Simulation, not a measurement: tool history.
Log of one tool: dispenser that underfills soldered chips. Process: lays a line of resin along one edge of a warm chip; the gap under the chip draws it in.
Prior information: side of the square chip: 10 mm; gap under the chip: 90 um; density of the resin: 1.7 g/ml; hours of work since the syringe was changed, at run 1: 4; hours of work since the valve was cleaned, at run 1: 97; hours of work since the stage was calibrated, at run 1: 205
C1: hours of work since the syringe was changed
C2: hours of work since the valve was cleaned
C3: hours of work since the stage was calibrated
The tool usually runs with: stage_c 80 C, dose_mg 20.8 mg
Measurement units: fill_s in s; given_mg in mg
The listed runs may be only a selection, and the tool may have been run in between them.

Run 1, hour 0: usual settings; C1 4; C2 97; C3 205. Result: fill_s 68 s, given_mg 18.87 mg.
At hour 8.7: new syringe of resin.
At hour 11.5: dispensing valve cleaned and set on the balance.
Run 2, hour 15.2: usual settings but dose_mg 24.8 mg; C1 3; C2 2; C3 213. Result: fill_s 65.2 s, given_mg 24.66 mg.
At hour 23.9: new syringe of resin.
Run 3, hour 24: usual settings but dose_mg 21.9 mg; C1 0; C2 7; C3 218. Result: fill_s 58.2 s, given_mg 21.75 mg.
Run 4, hour 36: usual settings; C1 7; C2 15; C3 226. Result: fill_s 75 s, given_mg 20.48 mg.
At hour 37.7: new syringe of resin.
Run 5, hour 43.6: usual settings; C1 4; C2 19; C3 230. Result: fill_s 65.9 s, given_mg 20.24 mg.
At hour 52.4: new syringe of resin.
Run 6, hour 54.1: usual settings; C1 1; C2 25; C3 236. Result: fill_s 62.4 s, given_mg 20.42 mg.
At hour 67.2: new syringe of resin.
Run 7, hour 67.4: usual settings; C1 0; C2 33; C3 244. Result: fill_s 58.6 s, given_mg 20.22 mg.
Run 8, hour 75.2: usual settings but stage_c 92 C, dose_mg 19.5 mg; C1 5; C2 38; C3 249. Result: fill_s 45.9 s, given_mg 18.79 mg.
At hour 81.7: new syringe of resin.
Run 9, hour 89.8: usual settings but dose_mg 18.8 mg; C1 5; C2 46; C3 257. Result: fill_s 73.5 s, given_mg 17.88 mg.
At hour 96.3: new syringe of resin.
Run 10, hour 101.2: usual settings but dose_mg 18.8 mg; C1 3; C2 53; C3 264. Result: fill_s 67.4 s, given_mg 17.81 mg.
Run 11, hour 109.6: usual settings but dose_mg 24 mg; C1 8; C2 58; C3 269. Result: fill_s 73.5 s, given_mg 22.5 mg.
At hour 110.8: new syringe of resin.
At hour 125.3: new syringe of resin.
Run 12, hour 126.1: usual settings but stage_c 81 C, dose_mg 18 mg; C1 1; C2 68; C3 279. Result: fill_s 61.8 s, given_mg 17.01 mg.

A few steps of fill_s between consecutive runs. Split each: what settings, incoming material and random variation would produce without the hidden state, and what is left over for the hidden state, along with gauge scatter present in only one of the two compared results (measured, and without hidden state):
The tool's hidden condition here consists of: resin's viscosity, % of fresh resin's; dose that the valve gives, % of what is set; true chip temperature over the reading, C; drift of the gauge itself on fill_s, %; drift of the gauge itself on given_mg, %.
Run 3 -> 4: dose_mg 21.9 -> 20.8. fill_s +16.8 s: hidden state +16.3, all else +0.5.
Run 8 -> 9: stage_c 92 -> 80, dose_mg 19.5 -> 18.8, new syringe of resin. fill_s +27.6 s: hidden state +5, all else +22.6.
